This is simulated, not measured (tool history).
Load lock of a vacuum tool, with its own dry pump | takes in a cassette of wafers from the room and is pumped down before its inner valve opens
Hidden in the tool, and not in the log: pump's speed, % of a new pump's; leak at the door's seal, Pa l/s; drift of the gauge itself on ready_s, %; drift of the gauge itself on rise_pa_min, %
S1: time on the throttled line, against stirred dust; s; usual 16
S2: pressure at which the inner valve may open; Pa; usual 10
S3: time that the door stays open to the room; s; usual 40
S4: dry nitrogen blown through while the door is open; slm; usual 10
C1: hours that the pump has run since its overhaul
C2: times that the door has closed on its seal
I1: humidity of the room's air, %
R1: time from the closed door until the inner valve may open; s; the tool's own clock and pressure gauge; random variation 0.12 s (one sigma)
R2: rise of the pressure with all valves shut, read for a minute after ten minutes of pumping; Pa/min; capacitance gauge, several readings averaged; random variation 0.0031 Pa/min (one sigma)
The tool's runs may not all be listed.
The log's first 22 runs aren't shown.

{"run": 23, "hour": 1425.0, "S1": 16, "S2": 10, "S3": 72, "S4": 5, "C1": 1438, "C2": 12423, "I1": 44.2, "R1": 39.4, "R2": 0.093}
{"run": 24, "hour": 1475.2, "S1": 16, "S2": 10, "S3": 72, "S4": 5, "C1": 1488, "C2": 12558, "I1": 44.2, "R1": 39.5, "R2": 0.094}
{"run": 25, "hour": 1531.0, "S1": 16, "S2": 10, "S3": 72, "S4": 5, "C1": 1544, "C2": 12709, "I1": 44.1, "R1": 39.2, "R2": 0.095}
{"run": 26, "hour": 1580.7, "S1": 16, "S2": 10, "S3": 72, "S4": 5, "C1": 1594, "C2": 12842, "I1": 44.2, "R1": 39.2, "R2": 0.091}
{"run": 27, "hour": 1632.5, "S1": 16, "S2": 10, "S3": 176, "S4": 21, "C1": 1645, "C2": 12982, "I1": 45.1, "R1": 39.2, "R2": 0.096}
{"run": 28, "hour": 1722.3, "S1": 16, "S2": 10, "S3": 176, "S4": 21, "C1": 1735, "C2": 13224, "I1": 42.2, "R1": 39.4, "R2": 0.092}
{"run": 29, "hour": 1793.0, "S1": 17, "S2": 13, "S3": 119, "S4": 9, "C1": 1806, "C2": 13415, "I1": 45.6, "R1": 39.5, "R2": 0.108}
{"run": 30, "hour": 1870.8, "S1": 12, "S2": 15, "S3": 129, "S4": 9, "C1": 1884, "C2": 13624, "I1": 48.3, "R1": 35, "R2": 0.11}
{"run": 31, "hour": 1969.6, "S1": 12, "S2": 19, "S3": 129, "S4": 12, "C1": 1983, "C2": 13891, "I1": 46.3, "R1": 34.5, "R2": 0.108}
{"run": 32, "hour": 2057.6, "S1": 30, "S2": 19, "S3": 30, "S4": 12, "C1": 2071, "C2": 14128, "I1": 44.9, "R1": 48.5, "R2": 0.054}
{"run": 33, "hour": 2156.5, "S1": 26, "S2": 10, "S3": 40, "S4": 10, "C1": 2170, "C2": 14394, "I1": 45.8, "R1": 47.3, "R2": 0.068}
{"run": 34, "hour": 2209.3, "S1": 24, "S2": 10, "S3": 44, "S4": 10, "C1": 2222, "C2": 14537, "I1": 48.8, "R1": 45.6, "R2": 0.075}
{"run": 35, "hour": 2298.0, "S1": 16, "S2": 19, "S3": 69, "S4": 41, "C1": 2311, "C2": 14776, "I1": 43.9, "R1": 37.7, "R2": 0.056}
{"run": 36, "hour": 2369.2, "S1": 17, "S2": 15, "S3": 50, "S4": 41, "C1": 2382, "C2": 14967, "I1": 47.2, "R1": 38.8, "R2": 0.045}
{"run": 37, "hour": 2461.5, "S1": 13, "S2": 15, "S3": 50, "S4": 7, "C1": 2475, "C2": 15216, "I1": 45.3, "R1": 35.8, "R2": 0.08}

4 ways to go on from here, each from the tool as it stands after run 37. What would each give?
{"run": "A", "hour": 2529.1, "S1": 10, "S2": 10, "S3": 40, "S4": 10, "C1": 2542, "C2": 15398, "I1": 47, "R1": "?", "R2": "?"}
{"run": "B", "hour": 2529.1, "S1": 13, "S2": 15, "S3": 220, "S4": 6, "C1": 2542, "C2": 15398, "I1": 43.6, "R1": "?", "R2": "?"}
{"run": "C", "hour": 2529.1, "S1": 13, "S2": 15, "S3": 209, "S4": 5, "C1": 2542, "C2": 15398, "I1": 41.8, "R1": "?", "R2": "?"}
{"run": "D", "hour": 2529.1, "S1": 24, "S2": 10, "S3": 40, "S4": 10, "C1": 2542, "C2": 15398, "I1": 44.2, "R1": "?", "R2": "?"}

run=A R1=34.7 R2=0.064
run=B R1=36.1 R2=0.154
run=C R1=36.1 R2=0.14
run=D R1=45.6 R2=0.068
Without the tool's hidden state the same runs would have given:
run=A R1=34.2 R2=0.051
run=B R1=35.6 R2=0.14
run=C R1=35.6 R2=0.126
run=D R1=45.2 R2=0.054
